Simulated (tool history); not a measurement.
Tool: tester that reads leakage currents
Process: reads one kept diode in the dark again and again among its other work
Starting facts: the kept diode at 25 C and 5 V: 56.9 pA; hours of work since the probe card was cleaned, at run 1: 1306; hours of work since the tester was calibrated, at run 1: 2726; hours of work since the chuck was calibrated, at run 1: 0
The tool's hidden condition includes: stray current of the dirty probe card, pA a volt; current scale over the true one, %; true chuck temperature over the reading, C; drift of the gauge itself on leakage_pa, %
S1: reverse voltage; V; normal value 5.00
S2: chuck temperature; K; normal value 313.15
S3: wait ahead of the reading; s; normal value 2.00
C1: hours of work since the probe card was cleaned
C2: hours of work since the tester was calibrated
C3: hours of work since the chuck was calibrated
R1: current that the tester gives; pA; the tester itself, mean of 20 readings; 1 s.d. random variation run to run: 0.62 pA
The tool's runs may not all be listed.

run 1 hour=0.0 | S1=5.00 S2=313.15 S3=2.00 | C1=1306 C2=2726 C3=0 | R1=207.65
run 2 hour=187.4 | S1=5.00 S2=313.15 S3=2.00 | C1=1448 C2=2868 C3=142 | R1=212.68
run 3 hour=360.5 | S1=5.00 S2=313.15 S3=2.00 | C1=1578 C2=2999 C3=273 | R1=217.15
run 4 hour=542.0 | S1=5.00 S2=298.15 S3=2.00 | C1=1716 C2=3136 C3=410 | R1=67.20
run 5 hour=735.6 | S1=5.00 S2=298.15 S3=2.00 | C1=1862 C2=3282 C3=556 | R1=69.53
run 6 hour=892.3 | S1=5.00 S2=303.15 S3=2.00 | C1=1980 C2=3401 C3=674 | R1=105.58
-- hour=907.4 probe card cleaned and baked
-- hour=1136.5 tester calibrated
run 7 hour=1146.0 | S1=5.00 S2=303.15 S3=2.00 | C1=179 C2=7 C3=862 | R1=116.63
-- hour=1289.2 chuck's temperature calibrated
run 8 hour=1312.4 | S1=5.00 S2=313.15 S3=2.00 | C1=303 C2=131 C3=18 | R1=220.68
run 9 hour=1487.0 | S1=5.00 S2=313.15 S3=2.00 | C1=435 C2=263 C3=150 | R1=224.82
run 10 hour=1688.2 | S1=1.48 S2=331.15 S3=2.00 | C1=587 C2=415 C3=302 | R1=483.06
-- hour=1712.6 probe card cleaned and baked, once more
run 11 hour=1915.6 | S1=1.48 S2=331.15 S3=2.00 | C1=153 C2=585 C3=471 | R1=490.37
run 12 hour=2165.7 | S1=1.48 S2=293.15 S3=4.36 | C1=342 C2=774 C3=660 | R1=22.87
run 13 hour=2381.6 | S1=3.11 S2=313.15 S3=2.00 | C1=506 C2=937 C3=823 | R1=185.48
-- hour=2567.4 chuck's temperature calibrated
run 14 hour=2584.3 | S1=16.92 S2=303.15 S3=2.00 | C1=657 C2=1089 C3=13 | R1=170.35
run 15 hour=2758.1 | S1=19.52 S2=322.15 S3=1.40 | C1=789 C2=1220 C3=144 | R1=836.14
run 16 hour=3000.5 | S1=1.33 S2=322.15 S3=1.40 | C1=972 C2=1404 C3=327 | R1=233.01

Alternative continuations, all from the tool just after run 16; predict every row:
run A hour=3173.7 | S1=14.62 S2=322.15 S3=1.40 | C1=1103 C2=1535 C3=458 | R1=?
run B hour=3173.7 | S1=1.33 S2=296.15 S3=1.40 | C1=1103 C2=1535 C3=458 | R1=?
run C hour=3173.7 | S1=6.06 S2=304.15 S3=0.66 | C1=1103 C2=1535 C3=458 | R1=?

run=A R1=757.33
run=B R1=28.74
run=C R1=121.92
Stripped of hidden state, with their random variation kept, the same runs would have yielded:
run=A R1=703.97
run=B R1=25.76
run=C R1=109.45

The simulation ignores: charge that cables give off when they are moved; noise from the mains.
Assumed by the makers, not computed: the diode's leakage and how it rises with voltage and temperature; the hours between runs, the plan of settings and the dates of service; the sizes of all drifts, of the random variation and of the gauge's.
